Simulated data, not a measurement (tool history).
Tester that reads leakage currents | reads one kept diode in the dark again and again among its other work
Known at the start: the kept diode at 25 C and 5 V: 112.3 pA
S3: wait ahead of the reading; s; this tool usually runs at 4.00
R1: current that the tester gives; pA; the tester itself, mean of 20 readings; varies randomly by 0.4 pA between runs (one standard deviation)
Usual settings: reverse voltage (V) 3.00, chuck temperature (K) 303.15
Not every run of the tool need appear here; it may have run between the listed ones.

{"run": 1, "hour": 0.0, "reverse voltage (V)": 3.0, "chuck temperature (K)": 303.15, "S3": 4.0, "R1": 131.58}
{"run": 2, "hour": 163.3, "reverse voltage (V)": 3.0, "chuck temperature (K)": 303.15, "S3": 4.0, "R1": 131.18}
{"run": 3, "hour": 281.0, "reverse voltage (V)": 3.0, "chuck temperature (K)": 303.15, "S3": 4.0, "R1": 131.49}
{"run": 4, "hour": 398.6, "reverse voltage (V)": 3.0, "chuck temperature (K)": 303.15, "S3": 4.0, "R1": 131.23}
{"run": 5, "hour": 560.9, "reverse voltage (V)": 3.0, "chuck temperature (K)": 303.15, "S3": 4.0, "R1": 130.99}
{"run": 6, "hour": 695.0, "reverse voltage (V)": 3.0, "chuck temperature (K)": 303.15, "S3": 4.0, "R1": 130.79}
{"run": 7, "hour": 803.2, "reverse voltage (V)": 3.0, "chuck temperature (K)": 303.15, "S3": 4.0, "R1": 130.76}
{"run": 8, "hour": 918.1, "reverse voltage (V)": 3.0, "chuck temperature (K)": 303.15, "S3": 8.48, "R1": 131.0}
{"run": 9, "hour": 1101.8, "reverse voltage (V)": 3.0, "chuck temperature (K)": 303.15, "S3": 4.0, "R1": 131.52}
{"hour": 1124.3, "done": "tester calibrated"}
{"run": 10, "hour": 1234.7, "reverse voltage (V)": 3.0, "chuck temperature (K)": 303.15, "S3": 4.0, "R1": 131.55}
{"run": 11, "hour": 1423.7, "reverse voltage (V)": 3.0, "chuck temperature (K)": 303.15, "S3": 4.0, "R1": 131.49}
{"run": 12, "hour": 1564.6, "reverse voltage (V)": 3.0, "chuck temperature (K)": 303.15, "S3": 4.0, "R1": 131.0}
{"run": 13, "hour": 1745.7, "reverse voltage (V)": 3.0, "chuck temperature (K)": 303.15, "S3": 4.0, "R1": 131.22}
{"run": 14, "hour": 1969.2, "reverse voltage (V)": 3.0, "chuck temperature (K)": 303.15, "S3": 0.81, "R1": 131.36}
{"run": 15, "hour": 2063.7, "reverse voltage (V)": 3.0, "chuck temperature (K)": 303.15, "S3": 0.81, "R1": 131.42}
{"run": 16, "hour": 2279.7, "reverse voltage (V)": 3.0, "chuck temperature (K)": 303.15, "S3": 0.81, "R1": 131.07}
{"run": 17, "hour": 2373.8, "reverse voltage (V)": 3.0, "chuck temperature (K)": 303.15, "S3": 0.81, "R1": 131.3}
{"run": 18, "hour": 2477.6, "reverse voltage (V)": 3.0, "chuck temperature (K)": 303.15, "S3": 0.81, "R1": 131.96}
{"run": 19, "hour": 2683.0, "reverse voltage (V)": 9.66, "chuck temperature (K)": 303.15, "S3": 4.0, "R1": 233.01}
{"run": 20, "hour": 2837.2, "reverse voltage (V)": 1.83, "chuck temperature (K)": 303.15, "S3": 0.99, "R1": 103.41}
{"hour": 2993.6, "done": "chuck's temperature calibrated"}
{"run": 21, "hour": 3027.6, "reverse voltage (V)": 2.03, "chuck temperature (K)": 300.15, "S3": 2.25, "R1": 85.33}
{"run": 22, "hour": 3219.1, "reverse voltage (V)": 2.03, "chuck temperature (K)": 300.15, "S3": 2.25, "R1": 84.94}
{"run": 23, "hour": 3346.8, "reverse voltage (V)": 1.68, "chuck temperature (K)": 329.15, "S3": 5.11, "R1": 657.31}
{"run": 24, "hour": 3472.9, "reverse voltage (V)": 1.46, "chuck temperature (K)": 307.15, "S3": 2.64, "R1": 126.03}
{"run": 25, "hour": 3607.7, "reverse voltage (V)": 2.29, "chuck temperature (K)": 306.15, "S3": 6.22, "R1": 144.4}
{"run": 26, "hour": 3740.8, "reverse voltage (V)": 2.29, "chuck temperature (K)": 306.15, "S3": 6.22, "R1": 145.16}
{"run": 27, "hour": 3897.4, "reverse voltage (V)": 12.98, "chuck temperature (K)": 303.15, "S3": 4.1, "R1": 268.53}
{"run": 28, "hour": 4072.6, "reverse voltage (V)": 1.51, "chuck temperature (K)": 301.15, "S3": 0.48, "R1": 79.96}
{"run": 29, "hour": 4240.6, "reverse voltage (V)": 2.49, "chuck temperature (K)": 301.15, "S3": 1.1, "R1": 101.99}
{"run": 30, "hour": 4401.1, "reverse voltage (V)": 4.51, "chuck temperature (K)": 302.15, "S3": 3.32, "R1": 147.49}
{"run": 31, "hour": 4537.5, "reverse voltage (V)": 4.51, "chuck temperature (K)": 302.15, "S3": 3.32, "R1": 147.2}
{"run": 32, "hour": 4699.9, "reverse voltage (V)": 4.51, "chuck temperature (K)": 302.15, "S3": 3.32, "R1": 147.69}
{"run": 33, "hour": 4857.5, "reverse voltage (V)": 10.64, "chuck temperature (K)": 302.15, "S3": 3.32, "R1": 225.74}
{"run": 34, "hour": 5022.9, "reverse voltage (V)": 3.0, "chuck temperature (K)": 303.15, "S3": 5.91, "R1": 130.51}
{"run": 35, "hour": 5246.3, "reverse voltage (V)": 6.67, "chuck temperature (K)": 314.15, "S3": 1.54, "R1": 451.99}
{"run": 36, "hour": 5393.6, "reverse voltage (V)": 3.0, "chuck temperature (K)": 303.15, "S3": 1.31, "R1": 130.46}
{"run": 37, "hour": 5504.9, "reverse voltage (V)": 4.68, "chuck temperature (K)": 318.15, "S3": 9.27, "R1": 510.3}
{"run": 38, "hour": 5705.7, "reverse voltage (V)": 4.68, "chuck temperature (K)": 318.15, "S3": 9.27, "R1": 509.58}

Each row is a separate what-if for the run after 38, all from the same tool condition, not one after another. Results?
{"hour": 5827.9, "done": "probe card cleaned and baked"}
{"run": "A", "hour": 5827.9, "reverse voltage (V)": 3.0, "chuck temperature (K)": 303.15, "S3": 9.76, "R1": "?"}
{"hour": 5827.9, "done": "probe card cleaned and baked"}
{"run": "B", "hour": 5827.9, "reverse voltage (V)": 19.36, "chuck temperature (K)": 294.15, "S3": 1.33, "R1": "?"}
{"hour": 5827.9, "done": "probe card cleaned and baked"}
{"run": "C", "hour": 5827.9, "reverse voltage (V)": 7.92, "chuck temperature (K)": 318.15, "S3": 9.27, "R1": "?"}
{"hour": 5827.9, "done": "probe card cleaned and baked"}
{"run": "D", "hour": 5827.9, "reverse voltage (V)": 7.05, "chuck temperature (K)": 326.15, "S3": 0.43, "R1": "?"}

run=A R1=131.36
run=B R1=157.72
run=C R1=657.59
run=D R1=1091.06
With no hidden state in the tool, these same runs would have given:
run=A R1=131.46
run=B R1=157.85
run=C R1=658.05
run=D R1=1091.77
